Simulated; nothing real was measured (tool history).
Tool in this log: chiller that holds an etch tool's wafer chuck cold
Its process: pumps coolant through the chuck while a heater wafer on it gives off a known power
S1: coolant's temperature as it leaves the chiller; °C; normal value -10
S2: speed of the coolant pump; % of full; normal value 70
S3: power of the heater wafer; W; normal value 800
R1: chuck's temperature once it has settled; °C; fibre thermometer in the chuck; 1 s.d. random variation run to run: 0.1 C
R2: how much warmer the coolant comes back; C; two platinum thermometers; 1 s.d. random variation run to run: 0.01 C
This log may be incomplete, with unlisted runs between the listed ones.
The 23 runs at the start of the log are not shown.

Run 24, day 26.617: usual settings but S2 67 % of full, S3 546 W. Result: R1 -2.1 °C, R2 1.93 C.
Run 25, day 27.992: usual settings but S2 67 % of full, S3 546 W. Result: R1 -2 °C, R2 1.94 C.
Run 26, day 29.746: usual settings but S2 77 % of full. Result: R1 0.7 °C, R2 2.44 C.
Run 27, day 30.858: usual settings but S1 -4 °C, S2 84 % of full, S3 827 W. Result: R1 6.4 °C, R2 2.31 C.
Run 28, day 31.871: usual settings but S1 -4 °C, S2 84 % of full, S3 827 W. Result: R1 6.5 °C, R2 2.31 C.
Run 29, day 33.312: usual settings but S2 98 % of full. Result: R1 -0.9 °C, R2 1.9 C.
Run 30, day 34.821: usual settings but S2 98 % of full. Result: R1 -0.8 °C, R2 1.91 C.
Run 31, day 36.538: usual settings but S1 -1 °C, S2 99 % of full, S3 1150 W. Result: R1 12.2 °C, R2 2.72 C.
Run 32, day 38.108: usual settings but S1 -1 °C, S2 92 % of full, S3 1158 W. Result: R1 13 °C, R2 2.95 C.

Consider 4 possible next runs. They are alternatives, not a sequence: every one starts from the tool as it was left by run 32. What does each give?
Run A, day 39.246: usual settings but S1 -15 °C, S2 92 % of full, S3 1158 W. Result: R1 ?, R2 ?.
Run B, day 39.246: usual settings but S1 -7 °C, S3 665 W. Result: R1 ?, R2 ?.
Run C, day 39.246: usual settings but S1 -3 °C. Result: R1 ?, R2 ?.
Run D, day 39.246: usual settings but S2 69 % of full, S3 754 W. Result: R1 ?, R2 ?.

run    R1    R2
  A  -1.1  2.96
  B   2.4  2.26
  C   8.6  2.69
  D   0.8  2.58
Take away the tool's hidden state, keep each run's random variation, and the runs would have read:
run    R1    R2
  A    -3  2.87
  B   1.2  2.19
  C     7  2.61
  D  -0.7   2.5
